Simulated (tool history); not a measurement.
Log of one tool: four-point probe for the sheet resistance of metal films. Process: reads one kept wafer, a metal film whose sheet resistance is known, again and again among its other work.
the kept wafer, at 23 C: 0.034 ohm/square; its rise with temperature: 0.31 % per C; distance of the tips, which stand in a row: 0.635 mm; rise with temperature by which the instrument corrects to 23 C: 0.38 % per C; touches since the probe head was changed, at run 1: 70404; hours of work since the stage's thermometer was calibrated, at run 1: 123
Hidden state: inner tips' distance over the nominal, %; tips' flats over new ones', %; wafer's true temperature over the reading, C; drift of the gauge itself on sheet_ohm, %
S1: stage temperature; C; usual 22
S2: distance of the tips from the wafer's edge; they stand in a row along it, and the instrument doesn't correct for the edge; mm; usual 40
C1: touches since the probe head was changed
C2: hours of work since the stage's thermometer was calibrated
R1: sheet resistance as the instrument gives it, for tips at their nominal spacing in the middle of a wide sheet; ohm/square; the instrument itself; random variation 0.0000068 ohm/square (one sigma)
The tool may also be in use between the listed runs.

run     day  S1  S2     C1   C2        R1
  1       0  22  40  70404  123  0.034017
  2   0.296  22  40  70707  127  0.034024
  3   0.892  34  40  71311  136  0.033746
  4   1.446  34  40  71876  144  0.033747
  5   1.842  34  40  72280  150  0.033742
  6   2.142  22  16  72583  155  0.034038
  7   2.538  22  16  72988  161  0.034039
  8   2.833  22  20  73291  165  0.034035
  9   3.279  22  28  73743  172  0.034029
 10   3.738  22  28  74210  179  0.034027
 11   4.008  22   5  74488  183  0.034308
 12   4.654  22   5  75144  192  0.034317
 13   5.162  22   5  75661  200  0.034314
      5.254  -- new probe head fitted
 14   5.654  23   5    406  207  0.034294
 15   6.208  22  61    971  215  0.034031
 16   6.817  24  40   1588  224  0.033978
 17   7.271  34  40   2053  231  0.033756
 18   7.567  22  30   2354  235  0.034025
 19   8.171  34  40   2968  244   0.03375
 20   8.804  21  40   3615  254  0.034053
 21   9.433  21  40   4256  263  0.034051
 22   9.917  22  18   4747  270  0.034048
 23  10.338  22  18   5174  277  0.034052
 24  10.829  23  18   5676  284  0.034019
 25  11.242  23   8   6097  290  0.034123
 26  11.875  28  61   6742  300   0.03389
 27  12.425  32  52   7303  308   0.03381
 28  12.979  32  52   7868  316  0.033801
 29  13.292  32  52   8186  321  0.033802
 30  13.654  32  52   8555  326  0.033791
 31  14.225  24   5   9133  335  0.034264
 32   14.65  23  16   9569  341  0.034037
 33  15.038  23  16   9963  347  0.034031
 34  15.392  22  10  10324  352  0.034101
 35  15.854  35  34  10795  359  0.033726
 36  16.462  27  24  11413  368  0.033916
 37  16.742  30   4  11698  372  0.034293
 38  17.162  29   8  12129  379   0.03398
 39  17.808  23  18  12783  388  0.034026
 40  18.188  24  22  13171  394  0.033997
 41  18.667  33   4  13659  401   0.03422
 42  19.008  22  45  14009  406  0.034018
 43   19.55  22  45  14558  414  0.034018
 44  19.904  25  40  14918  420  0.033958
 45  20.479  30  44  15507  428  0.033838

Forecast each of these 3 alternatives for the next run:
  A  20.988  22   7  16021  436   ?
  B  20.988  18  26  16021  436   ?
  C  20.988  30  15  16021  436   ?

run        R1
  A  0.034174
  B   0.03413
  C  0.033881
Without the tool's hidden state the same runs would have given:
run        R1
  A  0.034174
  B   0.03413
  C  0.033881

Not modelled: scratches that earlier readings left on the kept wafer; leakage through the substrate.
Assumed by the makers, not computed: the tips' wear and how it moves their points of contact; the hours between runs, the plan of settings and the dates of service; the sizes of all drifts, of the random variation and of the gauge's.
